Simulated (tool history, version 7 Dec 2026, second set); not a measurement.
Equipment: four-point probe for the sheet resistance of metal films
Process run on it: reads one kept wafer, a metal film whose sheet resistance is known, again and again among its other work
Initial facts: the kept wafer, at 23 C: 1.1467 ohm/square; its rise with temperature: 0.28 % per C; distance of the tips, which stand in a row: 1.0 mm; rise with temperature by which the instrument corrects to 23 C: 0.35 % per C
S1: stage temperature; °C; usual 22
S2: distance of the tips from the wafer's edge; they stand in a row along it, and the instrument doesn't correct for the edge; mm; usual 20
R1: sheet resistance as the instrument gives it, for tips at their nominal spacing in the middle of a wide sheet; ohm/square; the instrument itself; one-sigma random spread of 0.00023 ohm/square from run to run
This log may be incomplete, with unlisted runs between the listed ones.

run 1 hour=0 | S1=22 S2=20 | R1=1.152173
run 2 hour=49.8 | S1=22 S2=20 | R1=1.152137
run 3 hour=101.5 | S1=22 S2=20 | R1=1.151999
run 4 hour=159.6 | S1=22 S2=20 | R1=1.152338
run 5 hour=198.9 | S1=22 S2=20 | R1=1.151925
run 6 hour=247.2 | S1=22 S2=20 | R1=1.152129
run 7 hour=310.4 | S1=22 S2=20 | R1=1.151901
run 8 hour=384.2 | S1=33 S2=20 | R1=1.142656
run 9 hour=438.9 | S1=33 S2=20 | R1=1.143177
run 10 hour=510.4 | S1=33 S2=20 | R1=1.143025
run 11 hour=544.5 | S1=33 S2=20 | R1=1.143029
run 12 hour=611.8 | S1=33 S2=20 | R1=1.143277
run 13 hour=659.2 | S1=32 S2=20 | R1=1.143525
run 14 hour=739.3 | S1=32 S2=20 | R1=1.14351
run 15 hour=774.1 | S1=22 S2=20 | R1=1.152057
run 16 hour=837.8 | S1=25 S2=20 | R1=1.149728
run 17 hour=907.8 | S1=25 S2=20 | R1=1.149487
run 18 hour=977.2 | S1=25 S2=56 | R1=1.148265
run 19 hour=1029.7 | S1=22 S2=3 | R1=1.215248
run 20 hour=1109.8 | S1=22 S2=3 | R1=1.214825
run 21 hour=1150.8 | S1=34 S2=4 | R1=1.177735
run 22 hour=1193.5 | S1=28 S2=21 | R1=1.147083
run 23 hour=1253.6 | S1=19 S2=7 | R1=1.166849
run 24 hour=1336.2 | S1=19 S2=41 | R1=1.154116
run 25 hour=1398.4 | S1=19 S2=41 | R1=1.154213
run 26 hour=1443.1 | S1=33 S2=51 | R1=1.142677
run 27 hour=1525.9 | S1=23 S2=22 | R1=1.151698
run 28 hour=1588.7 | S1=20 S2=47 | R1=1.153216
run 29 hour=1633.6 | S1=33 S2=6 | R1=1.159351
run 30 hour=1701 | S1=24 S2=10 | R1=1.155779
run 31 hour=1774 | S1=23 S2=3 | R1=1.215256
run 32 hour=1841.3 | S1=23 S2=3 | R1=1.215448
run 33 hour=1888.3 | S1=23 S2=3 | R1=1.215644
run 34 hour=1934.6 | S1=23 S2=3 | R1=1.215268

Not shown here: 2 entries made in the log between runs. Locate each between two listed runs and compare the hidden state at the listed run before it with the hidden state at the listed run after it:
In the gap between runs 16 and 17: stage's thermometer calibrated (hour 844)
  inner tips' distance over the nominal, %: 0.3 -> 0.302; tips' flats over new ones', %: 20 -> 21; wafer's true temperature over the reading, C: -0.22 -> -0.26
  measured result minus the result with no hidden state, R1: +0.003021 -> +0.002902 ohm/square
In the gap between runs 22 and 23: stage's thermometer calibrated, once more (hour 1248)
  inner tips' distance over the nominal, %: 0.311 -> 0.312; tips' flats over new ones', %: 22 -> 23; wafer's true temperature over the reading, C: -0.3 -> 0.01
  measured result minus the result with no hidden state, R1: +0.002896 -> +0.003966 ohm/square
